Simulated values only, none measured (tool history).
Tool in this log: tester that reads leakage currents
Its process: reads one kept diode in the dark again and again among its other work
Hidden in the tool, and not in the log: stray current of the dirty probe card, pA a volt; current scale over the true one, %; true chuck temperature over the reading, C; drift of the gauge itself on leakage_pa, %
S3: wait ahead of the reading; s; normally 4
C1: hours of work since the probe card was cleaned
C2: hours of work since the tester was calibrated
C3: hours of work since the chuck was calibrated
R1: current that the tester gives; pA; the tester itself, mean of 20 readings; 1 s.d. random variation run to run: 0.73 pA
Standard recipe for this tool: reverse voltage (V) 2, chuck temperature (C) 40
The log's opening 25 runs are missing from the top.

{"run": 26, "day": 79.171, "reverse voltage (V)": 2, "chuck temperature (C)": 28, "S3": 8, "C1": 3533, "C2": 2312, "C3": 247, "R1": 81.37}
{"run": 27, "day": 80.958, "reverse voltage (V)": 2, "chuck temperature (C)": 28, "S3": 8, "C1": 3550, "C2": 2329, "C3": 264, "R1": 81.5}
{"run": 28, "day": 84.604, "reverse voltage (V)": 2.27, "chuck temperature (C)": 40, "S3": 4, "C1": 3586, "C2": 2365, "C3": 300, "R1": 253.24}
{"run": 29, "day": 89.017, "reverse voltage (V)": 2.27, "chuck temperature (C)": 41, "S3": 0.48, "C1": 3630, "C2": 2409, "C3": 344, "R1": 275.46}
{"run": 30, "day": 93.096, "reverse voltage (V)": 10.01, "chuck temperature (C)": 40, "S3": 4, "C1": 3670, "C2": 2449, "C3": 384, "R1": 586.15}
{"run": 31, "day": 95.967, "reverse voltage (V)": 10.01, "chuck temperature (C)": 40, "S3": 4, "C1": 3699, "C2": 2477, "C3": 413, "R1": 582.53}
{"run": 32, "day": 99.275, "reverse voltage (V)": 2.12, "chuck temperature (C)": 33, "S3": 0.78, "C1": 3731, "C2": 2510, "C3": 445, "R1": 130.4}
{"run": 33, "day": 102.212, "reverse voltage (V)": 2.1, "chuck temperature (C)": 38, "S3": 0.78, "C1": 3760, "C2": 2539, "C3": 474, "R1": 201.57}
{"run": 34, "day": 106.279, "reverse voltage (V)": 4.35, "chuck temperature (C)": 55, "S3": 4, "C1": 3801, "C2": 2579, "C3": 515, "R1": 1240.47}
{"run": 35, "day": 109.254, "reverse voltage (V)": 4.35, "chuck temperature (C)": 55, "S3": 4, "C1": 3830, "C2": 2609, "C3": 544, "R1": 1231.18}
{"day": 110.404, "done": "probe card cleaned and baked"}
{"run": 36, "day": 112.554, "reverse voltage (V)": 4.35, "chuck temperature (C)": 28, "S3": 1.04, "C1": 21, "C2": 2640, "C3": 575, "R1": 122.52}
{"run": 37, "day": 115.333, "reverse voltage (V)": 6.82, "chuck temperature (C)": 57, "S3": 0.44, "C1": 49, "C2": 2667, "C3": 603, "R1": 1850.7}
{"run": 38, "day": 118.688, "reverse voltage (V)": 2, "chuck temperature (C)": 40, "S3": 0.37, "C1": 82, "C2": 2701, "C3": 636, "R1": 230.3}
{"run": 39, "day": 122.712, "reverse voltage (V)": 2, "chuck temperature (C)": 37, "S3": 0.81, "C1": 122, "C2": 2740, "C3": 676, "R1": 175.82}
{"run": 40, "day": 126.75, "reverse voltage (V)": 3.82, "chuck temperature (C)": 40, "S3": 0.48, "C1": 161, "C2": 2780, "C3": 716, "R1": 328.11}

Alternative continuations, all from the tool just after run 40; predict every row:
{"run": "A", "day": 129.171, "reverse voltage (V)": 15.4, "chuck temperature (C)": 21, "S3": 4, "C1": 185, "C2": 2804, "C3": 739, "R1": "?"}
{"run": "B", "day": 129.171, "reverse voltage (V)": 7.98, "chuck temperature (C)": 40, "S3": 5.14, "C1": 185, "C2": 2804, "C3": 739, "R1": "?"}
{"run": "C", "day": 129.171, "reverse voltage (V)": 2, "chuck temperature (C)": 24, "S3": 4, "C1": 185, "C2": 2804, "C3": 739, "R1": "?"}

run=A R1=125.81
run=B R1=493.42
run=C R1=52.76
Had the tool no hidden state, the same runs would have come out as:
run=A R1=136.24
run=B R1=530.76
run=C R1=57.15
